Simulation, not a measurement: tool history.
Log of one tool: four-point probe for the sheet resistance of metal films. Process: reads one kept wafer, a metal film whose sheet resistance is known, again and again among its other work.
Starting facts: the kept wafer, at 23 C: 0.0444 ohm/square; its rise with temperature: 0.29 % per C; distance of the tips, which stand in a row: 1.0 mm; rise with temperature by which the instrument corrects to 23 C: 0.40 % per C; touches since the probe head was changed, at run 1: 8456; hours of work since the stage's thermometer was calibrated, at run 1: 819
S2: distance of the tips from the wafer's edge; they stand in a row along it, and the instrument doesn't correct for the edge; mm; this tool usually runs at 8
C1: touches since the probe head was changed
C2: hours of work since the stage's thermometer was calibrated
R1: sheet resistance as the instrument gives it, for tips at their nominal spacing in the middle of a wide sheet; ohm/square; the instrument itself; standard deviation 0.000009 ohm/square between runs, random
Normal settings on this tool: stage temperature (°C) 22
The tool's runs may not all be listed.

Run 1, hour 0.0: usual settings; C1 8456; C2 819. Result: R1 0.044991 ohm/square.
Run 2, hour 24.0: usual settings; C1 8790; C2 834. Result: R1 0.044999 ohm/square.
Run 3, hour 49.4: usual settings but S2 4 mm; C1 9141; C2 849. Result: R1 0.046067 ohm/square.
Run 4, hour 62.4: usual settings but S2 4 mm; C1 9323; C2 857. Result: R1 0.046071 ohm/square.
Run 5, hour 85.8: usual settings; C1 9648; C2 871. Result: R1 0.044991 ohm/square.
Run 6, hour 109.4: usual settings; C1 9976; C2 885. Result: R1 0.045001 ohm/square.
Run 7, hour 126.2: usual settings; C1 10209; C2 895. Result: R1 0.044992 ohm/square.
Run 8, hour 144.5: usual settings but S2 19 mm; C1 10463; C2 906. Result: R1 0.044693 ohm/square.
Run 9, hour 157.9: usual settings; C1 10649; C2 914. Result: R1 0.045003 ohm/square.
Run 10, hour 181.7: usual settings but stage temperature (°C) 32; C1 10979; C2 928. Result: R1 0.044534 ohm/square.
Run 11, hour 205.8: usual settings but stage temperature (°C) 32; C1 11314; C2 943. Result: R1 0.044535 ohm/square.
Run 12, hour 230.7: usual settings but stage temperature (°C) 32; C1 11661; C2 958. Result: R1 0.044537 ohm/square.
Run 13, hour 245.6: usual settings but stage temperature (°C) 31; C1 11867; C2 967. Result: R1 0.044590 ohm/square.
Run 14, hour 264.2: usual settings but S2 25 mm; C1 12125; C2 978. Result: R1 0.044667 ohm/square.
Run 15, hour 286.3: usual settings but S2 25 mm; C1 12432; C2 991. Result: R1 0.044699 ohm/square.
Run 16, hour 300.1: usual settings but S2 25 mm; C1 12624; C2 999. Result: R1 0.044686 ohm/square.
Run 17, hour 317.7: usual settings but S2 25 mm; C1 12868; C2 1010. Result: R1 0.044666 ohm/square.
Run 18, hour 329.4: usual settings but stage temperature (°C) 30, S2 6 mm; C1 13031; C2 1017. Result: R1 0.044924 ohm/square.
Run 19, hour 352.8: usual settings but stage temperature (°C) 28, S2 68 mm; C1 13355; C2 1031. Result: R1 0.044362 ohm/square.
Run 20, hour 365.6: usual settings but stage temperature (°C) 23, S2 7 mm; C1 13534; C2 1039. Result: R1 0.045089 ohm/square.
Run 21, hour 391.9: usual settings but stage temperature (°C) 23, S2 7 mm; C1 13899; C2 1054. Result: R1 0.045081 ohm/square.
Run 22, hour 415.0: usual settings but stage temperature (°C) 20, S2 10 mm; C1 14219; C2 1068. Result: R1 0.044986 ohm/square.
At hour 417.2: stage's thermometer calibrated.
Run 23, hour 437.4: usual settings but stage temperature (°C) 23, S2 10 mm; C1 14523; C2 12. Result: R1 0.044828 ohm/square.
Run 24, hour 451.8: usual settings but stage temperature (°C) 23, S2 10 mm; C1 14724; C2 21. Result: R1 0.044846 ohm/square.
Run 25, hour 463.7: usual settings but S2 66 mm; C1 14889; C2 28. Result: R1 0.044647 ohm/square.
At hour 479.5: stage's thermometer calibrated, once more.
Run 26, hour 490.6: usual settings but stage temperature (°C) 26, S2 10 mm; C1 15256; C2 7. Result: R1 0.044734 ohm/square.
Run 27, hour 501.8: usual settings but stage temperature (°C) 24, S2 38 mm; C1 15412; C2 13. Result: R1 0.044625 ohm/square.
Run 28, hour 521.6: usual settings but stage temperature (°C) 20, S2 3 mm; C1 15687; C2 25. Result: R1 0.047309 ohm/square.
Run 29, hour 536.5: usual settings but stage temperature (°C) 20, S2 3 mm; C1 15893; C2 34. Result: R1 0.047306 ohm/square.
Run 30, hour 554.7: usual settings but stage temperature (°C) 23, S2 55 mm; C1 16146; C2 45. Result: R1 0.044657 ohm/square.
Run 31, hour 575.2: usual settings but stage temperature (°C) 18, S2 43 mm; C1 16431; C2 57. Result: R1 0.044895 ohm/square.
Run 32, hour 600.3: usual settings but stage temperature (°C) 21, S2 16 mm; C1 16779; C2 73. Result: R1 0.044848 ohm/square.

Pick out some run-to-run changes in R1. Of each, how much would a tool without hidden state show as well, from the settings, what came in and chance, and how much is left for the hidden state and any gauge scatter not in both results compared?
Unlogged tool condition in this case: inner tips' distance over the nominal, %; tips' flats over new ones', %; wafer's true temperature over the reading, C; drift of the gauge itself on sheet_ohm, %.
Run 4 -> 5: S2 4 -> 8. R1 -0.001080 ohm/square: hidden state -0.000001, all else -0.001079.
Run 25 -> 26: stage temperature (°C) 22 -> 26, S2 66 -> 10, stage's thermometer calibrated, once more. R1 +0.000087 ohm/square: hidden state +0.000038, all else +0.000049.
Run 27 -> 28: stage temperature (°C) 24 -> 20, S2 38 -> 3. R1 +0.002684 ohm/square: hidden state +0.000016, all else +0.002668.
Run 29 -> 30: stage temperature (°C) 20 -> 23, S2 3 -> 55. R1 -0.002649 ohm/square: hidden state -0.000011, all else -0.002638.
